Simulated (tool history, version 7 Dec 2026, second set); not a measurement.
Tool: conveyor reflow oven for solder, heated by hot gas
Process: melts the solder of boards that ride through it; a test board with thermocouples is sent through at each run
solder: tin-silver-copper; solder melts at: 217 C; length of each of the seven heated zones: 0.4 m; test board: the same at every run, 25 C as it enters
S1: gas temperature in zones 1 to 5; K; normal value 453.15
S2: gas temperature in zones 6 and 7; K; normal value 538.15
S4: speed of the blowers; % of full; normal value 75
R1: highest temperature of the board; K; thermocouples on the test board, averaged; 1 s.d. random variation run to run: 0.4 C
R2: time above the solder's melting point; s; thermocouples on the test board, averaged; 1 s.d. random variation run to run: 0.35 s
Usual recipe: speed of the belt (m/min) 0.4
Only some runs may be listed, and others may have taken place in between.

Run 1, hour 0: usual settings. Result: R1 527.65 K, R2 98.9 s.
Run 2, hour 49.1: usual settings. Result: R1 526.55 K, R2 98.4 s.
Run 3, hour 87.3: usual settings. Result: R1 526.05 K, R2 97.8 s.
Run 4, hour 120.7: usual settings but S2 552.15 K. Result: R1 538.75 K, R2 108.3 s.
Run 5, hour 176: usual settings but S2 552.15 K. Result: R1 538.65 K, R2 107.9 s.
Run 6, hour 247: usual settings. Result: R1 524.95 K, R2 96.1 s.
Run 7, hour 308.8: usual settings but speed of the belt (m/min) 0.361. Result: R1 527.35 K, R2 111.1 s.
Run 8, hour 343.4: usual settings but speed of the belt (m/min) 0.361, S4 83 % of full. Result: R1 528.45 K, R2 111.7 s.
At hour 409: flux residue cleaned out of gas plates and filters.
Run 9, hour 409: usual settings but speed of the belt (m/min) 0.361, S4 83 % of full. Result: R1 529.55 K, R2 113.3 s.
Run 10, hour 442.6: usual settings but S2 550.15 K. Result: R1 537.35 K, R2 108.1 s.
Run 11, hour 478.2: usual settings but S2 550.15 K. Result: R1 537.15 K, R2 107.7 s.
Run 12, hour 517.5: usual settings but S2 550.15 K. Result: R1 536.65 K, R2 107.6 s.
Run 13, hour 569.6: usual settings but S2 550.15 K. Result: R1 536.25 K, R2 107.1 s.
Run 14, hour 618.4: usual settings but S2 550.15 K. Result: R1 535.95 K, R2 107.4 s.
Run 15, hour 670.6: usual settings but speed of the belt (m/min) 0.324. Result: R1 528.75 K, R2 127.2 s.
Run 16, hour 705: usual settings but S1 439.15 K, S2 536.15 K, S4 67 % of full. Result: R1 519.65 K, R2 82.3 s.
Run 17, hour 772.3: usual settings but S1 439.15 K, S2 536.15 K, S4 67 % of full. Result: R1 520.05 K, R2 81.2 s.
Run 18, hour 816: usual settings but S1 439.15 K, S2 533.15 K, S4 85 % of full. Result: R1 518.25 K, R2 81.6 s.
Run 19, hour 854.4: usual settings but S1 455.15 K, S2 550.15 K, speed of the belt (m/min) 0.373, S4 52 % of full. Result: R1 533.25 K, R2 113.2 s.
At hour 900: flux residue cleaned out of gas plates and filters.
Run 20, hour 902.7: usual settings but S1 455.15 K, S2 550.15 K, speed of the belt (m/min) 0.373, S4 52 % of full. Result: R1 534.85 K, R2 115.7 s.
Run 21, hour 948.3: usual settings but speed of the belt (m/min) 0.41. Result: R1 524.15 K, R2 94.7 s.
At hour 960.1: thermocouples of zones 6 and 7 changed.
Run 22, hour 1022.1: usual settings but S1 438.15 K, S4 61 % of full. Result: R1 525.15 K, R2 88.7 s.
Run 23, hour 1076.4: usual settings but S1 456.15 K, speed of the belt (m/min) 0.368, S4 56 % of full. Result: R1 528.95 K, R2 111.9 s.
Run 24, hour 1143.9: usual settings but S4 56 % of full. Result: R1 525.95 K, R2 97.2 s.
Run 25, hour 1197.6: usual settings but S1 463.15 K, S2 531.15 K, S4 54 % of full. Result: R1 519.25 K, R2 98 s.
Run 26, hour 1255.1: usual settings but S1 457.15 K, S2 551.15 K, S4 86 % of full. Result: R1 541.25 K, R2 114 s.
Run 27, hour 1322.6: usual settings but S1 439.15 K, S2 551.15 K, speed of the belt (m/min) 0.44, S4 86 % of full. Result: R1 536.05 K, R2 90.3 s.
Run 28, hour 1371.6: usual settings but S2 547.15 K, S4 88 % of full. Result: R1 536.65 K, R2 107.9 s.
At hour 1395.4: flux residue cleaned out of gas plates and filters.
Run 29, hour 1456.6: usual settings but S1 467.15 K, S2 551.15 K, speed of the belt (m/min) 0.427. Result: R1 540.15 K, R2 112.1 s.

Alternative continuations, all from the tool just after run 29; predict every row:
At hour 1468.9: belt drive overhauled, speed set with a stopwatch.
Run A, hour 1508.1: usual settings but S1 460.15 K. Result: R1 ?, R2 ?.
At hour 1468.9: belt drive overhauled, speed set with a stopwatch.
Run B, hour 1508.1: usual settings but S1 467.15 K, S2 552.15 K, speed of the belt (m/min) 0.463, S4 64 % of full. Result: R1 ?, R2 ?.
At hour 1468.9: belt drive overhauled, speed set with a stopwatch.
Run C, hour 1508.1: usual settings but S2 526.15 K, speed of the belt (m/min) 0.442, S4 68 % of full. Result: R1 ?, R2 ?.

run      R1     R2
  A  528.25  102.7
  B  536.85   97.7
  C  513.45   71.8
Stripped of hidden state, with their random variation kept, the same runs would have yielded:
run      R1     R2
  A  529.75  104.2
  B  538.45   98.8
  C  514.95   74.6

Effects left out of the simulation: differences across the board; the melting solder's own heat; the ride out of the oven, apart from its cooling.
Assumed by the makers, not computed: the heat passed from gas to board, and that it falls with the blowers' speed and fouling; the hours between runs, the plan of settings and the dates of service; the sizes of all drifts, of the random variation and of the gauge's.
